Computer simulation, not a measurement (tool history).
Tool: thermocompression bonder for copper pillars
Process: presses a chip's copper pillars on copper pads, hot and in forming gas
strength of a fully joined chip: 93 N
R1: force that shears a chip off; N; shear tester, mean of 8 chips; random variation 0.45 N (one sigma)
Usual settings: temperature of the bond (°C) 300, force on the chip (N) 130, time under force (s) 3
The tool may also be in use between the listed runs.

run 1 hour=0.0 | temperature_of_the_bond_(°C)=300 force_on_the_chip_(N)=130 time_under_force_(s)=3 | R1=36.6
-- hour=31.8 forming gas filter changed
run 2 hour=57.3 | temperature_of_the_bond_(°C)=273 force_on_the_chip_(N)=130 time_under_force_(s)=3 | R1=27.2
run 3 hour=86.1 | temperature_of_the_bond_(°C)=300 force_on_the_chip_(N)=94 time_under_force_(s)=3 | R1=28.1
run 4 hour=130.1 | temperature_of_the_bond_(°C)=300 force_on_the_chip_(N)=130 time_under_force_(s)=3 | R1=38.1
run 5 hour=174.7 | temperature_of_the_bond_(°C)=300 force_on_the_chip_(N)=130 time_under_force_(s)=3 | R1=38.2
run 6 hour=215.2 | temperature_of_the_bond_(°C)=300 force_on_the_chip_(N)=130 time_under_force_(s)=3 | R1=36.7
run 7 hour=252.4 | temperature_of_the_bond_(°C)=300 force_on_the_chip_(N)=130 time_under_force_(s)=3 | R1=36.9
-- hour=260.1 heater calibrated with a thermocouple chip
run 8 hour=293.8 | temperature_of_the_bond_(°C)=300 force_on_the_chip_(N)=143 time_under_force_(s)=2 | R1=32.0
-- hour=344.2 force cell calibrated
run 9 hour=345.3 | temperature_of_the_bond_(°C)=285 force_on_the_chip_(N)=118 time_under_force_(s)=3 | R1=26.5
run 10 hour=399.1 | temperature_of_the_bond_(°C)=277 force_on_the_chip_(N)=126 time_under_force_(s)=3 | R1=23.9
-- hour=404.8 heater calibrated with a thermocouple chip, once more
run 11 hour=458.2 | temperature_of_the_bond_(°C)=279 force_on_the_chip_(N)=80 time_under_force_(s)=6 | R1=24.3
run 12 hour=522.7 | temperature_of_the_bond_(°C)=300 force_on_the_chip_(N)=130 time_under_force_(s)=2 | R1=33.6
-- hour=528.6 forming gas filter changed
run 13 hour=550.8 | temperature_of_the_bond_(°C)=307 force_on_the_chip_(N)=154 time_under_force_(s)=3 | R1=52.5
run 14 hour=586.2 | temperature_of_the_bond_(°C)=307 force_on_the_chip_(N)=154 time_under_force_(s)=3 | R1=52.4

Measured less the same run without the tool's hidden state. The same run-to-run variation is in both; the gauge's scatter may not be:
The hidden state here: true temperature of the bond over the reading, C; force that reaches the chip, % of what is set; oxide that the forming gas leaves, % of the face; drift of the gauge itself on shear_n, %.
run=1 R1=-7.4
run=2 R1=-3.9
run=3 R1=-4.0
run=4 R1=-5.4
run=5 R1=-6.0
run=6 R1=-6.4
run=7 R1=-6.9
run=8 R1=-9.3
run=9 R1=-7.5
run=10 R1=-7.8
run=11 R1=-2.5
run=12 R1=-4.0
run=13 R1=-0.8
run=14 R1=-1.3
